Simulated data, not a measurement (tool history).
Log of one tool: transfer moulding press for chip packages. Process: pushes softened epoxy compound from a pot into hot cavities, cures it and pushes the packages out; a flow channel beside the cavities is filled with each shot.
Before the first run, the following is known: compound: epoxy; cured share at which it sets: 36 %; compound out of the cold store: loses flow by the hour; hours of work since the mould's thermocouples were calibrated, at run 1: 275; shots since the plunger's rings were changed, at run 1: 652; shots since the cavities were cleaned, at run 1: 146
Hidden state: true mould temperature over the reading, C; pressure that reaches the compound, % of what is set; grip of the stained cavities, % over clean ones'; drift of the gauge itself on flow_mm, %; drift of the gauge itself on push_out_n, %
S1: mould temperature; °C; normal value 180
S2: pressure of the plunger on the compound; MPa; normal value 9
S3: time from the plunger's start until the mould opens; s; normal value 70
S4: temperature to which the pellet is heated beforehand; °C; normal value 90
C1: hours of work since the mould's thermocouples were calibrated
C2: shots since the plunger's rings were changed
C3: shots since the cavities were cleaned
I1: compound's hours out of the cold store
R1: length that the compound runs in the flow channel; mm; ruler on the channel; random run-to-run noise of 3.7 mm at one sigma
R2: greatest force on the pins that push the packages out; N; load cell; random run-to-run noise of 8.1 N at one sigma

run,hour,S1,S2,S3,S4,C1,C2,C3,I1,R1,R2
1,0,180,9,70,90,275,652,146,38.1,941,496
2,12.7,173,9,70,90,284,883,377,21.2,1029,1055
# hour 22.9: cavities cleaned with cleaning compound and waxed
3,30.4,180,9,70,90,296,1180,138,16.5,996,473
# hour 52.8: cavities cleaned with cleaning compound and waxed
4,60.9,180,7.97,70,90,318,1708,148,35.7,877,488
5,74.2,180,7.97,70,90,328,1952,392,36.8,873,620
# hour 84.1: cavities cleaned with cleaning compound and waxed
6,101,180,9,70,88,347,2413,309,12.7,1005,579
# hour 114.3: cavities cleaned with cleaning compound and waxed
7,124.3,180,9,70,90,363,2810,183,38.2,909,495
# hour 143.6: cavities cleaned with cleaning compound and waxed
8,143.7,180,9,70,90,377,3137,1,18.2,975,384
9,156.4,180,9,70,90,386,3369,233,17.3,971,551
# hour 171.8: plunger's sealing rings changed
# hour 176.7: cavities cleaned with cleaning compound and waxed
10,177.1,180,9,70,90,399,70,7,25.3,994,390
11,199.9,180,9,70,90,416,485,422,9.1,1034,667
# hour 206.3: cavities cleaned with cleaning compound and waxed
12,231,180,9,70,90,438,1026,451,14.1,1015,684
# hour 236.5: cavities cleaned with cleaning compound and waxed
13,246.6,180,9,70,90,448,1282,184,26.9,971,483
14,258.8,180,7.77,70,90,457,1506,408,25.6,901,611
# hour 267: cavities cleaned with cleaning compound and waxed
15,287.6,177,7.39,90,95,478,2004,376,9.9,933,517
# hour 297.1: cavities cleaned with cleaning compound and waxed
16,312.4,177,7.39,90,95,495,2430,280,44.5,828,411
# hour 327.5: cavities cleaned with cleaning compound and waxed
17,334.6,177,8.42,87,96,511,2807,129,9.3,993,389
# hour 359.5: cavities cleaned with cleaning compound and waxed
18,363.3,177,9.52,87,96,531,3304,69,31.6,962,344
# hour 382.3: plunger's sealing rings changed
# hour 392.8: cavities cleaned with cleaning compound and waxed
19,392.8,178,7.61,88,97,550,164,0,23,927,299
20,413.5,180,9,67,94,566,542,378,33.8,962,660
# hour 424.5: cavities cleaned with cleaning compound and waxed
21,432.3,180,9,67,94,578,856,142,25.9,976,547
# hour 454.9: cavities cleaned with cleaning compound and waxed
22,462.3,180,7.97,67,94,600,1378,135,45.3,860,488
23,475.7,180,7.97,67,94,610,1621,378,21.3,933,666
# hour 484.5: cavities cleaned with cleaning compound and waxed
24,501.3,188,7,67,94,628,2061,307,27.3,807,432
# hour 515.6: cavities cleaned with cleaning compound and waxed
25,525.8,188,10.98,67,88,645,2481,186,36.7,987,386
# hour 545.1: cavities cleaned with cleaning compound and waxed
26,555.8,180,9,70,90,666,3001,195,12.2,985,558

For each entry between runs, how does the tool's hidden state at the last listed run before it compare with that at the first listed run after it?
Run 2 -> run 3: cavities cleaned with cleaning compound and waxed (hour 22.9)
  true mould temperature over the reading, C: -0.21 -> -0.22; pressure that reaches the compound, % of what is set: 97.02 -> 96.14; grip of the stained cavities, % over clean ones': 66.7 -> 29.4
  difference, measured minus the result without the unlogged condition, R1: -15 -> -19 mm; R2: +432 -> +113 N
Run 3 -> run 4: cavities cleaned with cleaning compound and waxed (hour 52.8)
  true mould temperature over the reading, C: -0.22 -> -0.24; pressure that reaches the compound, % of what is set: 96.14 -> 94.58; grip of the stained cavities, % over clean ones': 29.4 -> 34.1
  difference, measured minus the result without the unlogged condition, R1: -19 -> -24 mm; R2: +113 -> +128 N
Run 5 -> run 6: cavities cleaned with cleaning compound and waxed (hour 84.1)
  true mould temperature over the reading, C: -0.24 -> -0.26; pressure that reaches the compound, % of what is set: 93.89 -> 92.59; grip of the stained cavities, % over clean ones': 69.3 -> 55.6
  difference, measured minus the result without the unlogged condition, R1: -26 -> -38 mm; R2: +259 -> +213 N
Run 6 -> run 7: cavities cleaned with cleaning compound and waxed (hour 114.3)
  true mould temperature over the reading, C: -0.26 -> -0.28; pressure that reaches the compound, % of what is set: 92.59 -> 91.48; grip of the stained cavities, % over clean ones': 55.6 -> 36.5
  difference, measured minus the result without the unlogged condition, R1: -38 -> -40 mm; R2: +213 -> +139 N
Run 7 -> run 8: cavities cleaned with cleaning compound and waxed (hour 143.6)
  true mould temperature over the reading, C: -0.28 -> -0.29; pressure that reaches the compound, % of what is set: 91.48 -> 90.55; grip of the stained cavities, % over clean ones': 36.5 -> 0.5
  difference, measured minus the result without the unlogged condition, R1: -40 -> -49 mm; R2: +139 -> +9 N
Run 9 -> run 10: plunger's sealing rings changed (hour 171.8); cavities cleaned with cleaning compound and waxed (hour 176.7)
  true mould temperature over the reading, C: -0.3 -> -0.31; pressure that reaches the compound, % of what is set: 89.95 -> 99.66; grip of the stained cavities, % over clean ones': 45.7 -> 3.8
  difference, measured minus the result without the unlogged condition, R1: -51 -> +0 mm; R2: +181 -> +22 N
Run 11 -> run 12: cavities cleaned with cleaning compound and waxed (hour 206.3)
  true mould temperature over the reading, C: -0.32 -> -0.34; pressure that reaches the compound, % of what is set: 98.49 -> 96.76; grip of the stained cavities, % over clean ones': 73 -> 74.8
  difference, measured minus the result without the unlogged condition, R1: -6 -> -15 mm; R2: +292 -> +301 N
Run 12 -> run 13: cavities cleaned with cleaning compound and waxed (hour 236.5)
  true mould temperature over the reading, C: -0.34 -> -0.35; pressure that reaches the compound, % of what is set: 96.76 -> 96.04; grip of the stained cavities, % over clean ones': 74.8 -> 37.4
  difference, measured minus the result without the unlogged condition, R1: -15 -> -18 mm; R2: +301 -> +139 N
Run 14 -> run 15: cavities cleaned with cleaning compound and waxed (hour 267)
  true mould temperature over the reading, C: -0.36 -> -0.38; pressure that reaches the compound, % of what is set: 95.39 -> 93.82; grip of the stained cavities, % over clean ones': 67 -> 66.1
  difference, measured minus the result without the unlogged condition, R1: -19 -> -28 mm; R2: +255 -> +209 N
Run 15 -> run 16: cavities cleaned with cleaning compound and waxed (hour 297.1)
  true mould temperature over the reading, C: -0.38 -> -0.39; pressure that reaches the compound, % of what is set: 93.82 -> 92.67; grip of the stained cavities, % over clean ones': 66.1 -> 49.8
  difference, measured minus the result without the unlogged condition, R1: -28 -> -30 mm; R2: +209 -> +139 N
Run 16 -> run 17: cavities cleaned with cleaning compound and waxed (hour 327.5)
  true mould temperature over the reading, C: -0.39 -> -0.41; pressure that reaches the compound, % of what is set: 92.67 -> 91.64; grip of the stained cavities, % over clean ones': 49.8 -> 30.3
  difference, measured minus the result without the unlogged condition, R1: -30 -> -42 mm; R2: +139 -> +97 N
Run 17 -> run 18: cavities cleaned with cleaning compound and waxed (hour 359.5)
  true mould temperature over the reading, C: -0.41 -> -0.42; pressure that reaches the compound, % of what is set: 91.64 -> 90.27; grip of the stained cavities, % over clean ones': 30.3 -> 21.3
  difference, measured minus the result without the unlogged condition, R1: -42 -> -49 mm; R2: +97 -> +65 N
Run 18 -> run 19: plunger's sealing rings changed (hour 382.3); cavities cleaned with cleaning compound and waxed (hour 392.8)
  true mould temperature over the reading, C: -0.42 -> -0.44; pressure that reaches the compound, % of what is set: 90.27 -> 99.38; grip of the stained cavities, % over clean ones': 21.3 -> 1.4
  difference, measured minus the result without the unlogged condition, R1: -49 -> +0 mm; R2: +65 -> +8 N
Run 20 -> run 21: cavities cleaned with cleaning compound and waxed (hour 424.5)
  true mould temperature over the reading, C: -0.45 -> -0.46; pressure that reaches the compound, % of what is set: 98.29 -> 97.44; grip of the stained cavities, % over clean ones': 67.2 -> 33.9
  difference, measured minus the result without the unlogged condition, R1: -6 -> -10 mm; R2: +278 -> +149 N
Run 21 -> run 22: cavities cleaned with cleaning compound and waxed (hour 454.9)
  true mould temperature over the reading, C: -0.46 -> -0.48; pressure that reaches the compound, % of what is set: 97.44 -> 95.96; grip of the stained cavities, % over clean ones': 33.9 -> 25.6
  difference, measured minus the result without the unlogged condition, R1: -10 -> -16 mm; R2: +149 -> +112 N
Run 23 -> run 24: cavities cleaned with cleaning compound and waxed (hour 484.5)
  true mould temperature over the reading, C: -0.49 -> -0.51; pressure that reaches the compound, % of what is set: 95.21 -> 93.95; grip of the stained cavities, % over clean ones': 61.7 -> 54.6
  difference, measured minus the result without the unlogged condition, R1: -20 -> -23 mm; R2: +267 -> +156 N
Run 24 -> run 25: cavities cleaned with cleaning compound and waxed (hour 515.6)
  true mould temperature over the reading, C: -0.51 -> -0.52; pressure that reaches the compound, % of what is set: 93.95 -> 92.78; grip of the stained cavities, % over clean ones': 54.6 -> 40.8
  difference, measured minus the result without the unlogged condition, R1: -23 -> -36 mm; R2: +156 -> +115 N
Run 25 -> run 26: cavities cleaned with cleaning compound and waxed (hour 545.1)
  true mould temperature over the reading, C: -0.52 -> -0.54; pressure that reaches the compound, % of what is set: 92.78 -> 91.28; grip of the stained cavities, % over clean ones': 40.8 -> 43.5
  difference, measured minus the result without the unlogged condition, R1: -36 -> -43 mm; R2: +115 -> +184 N
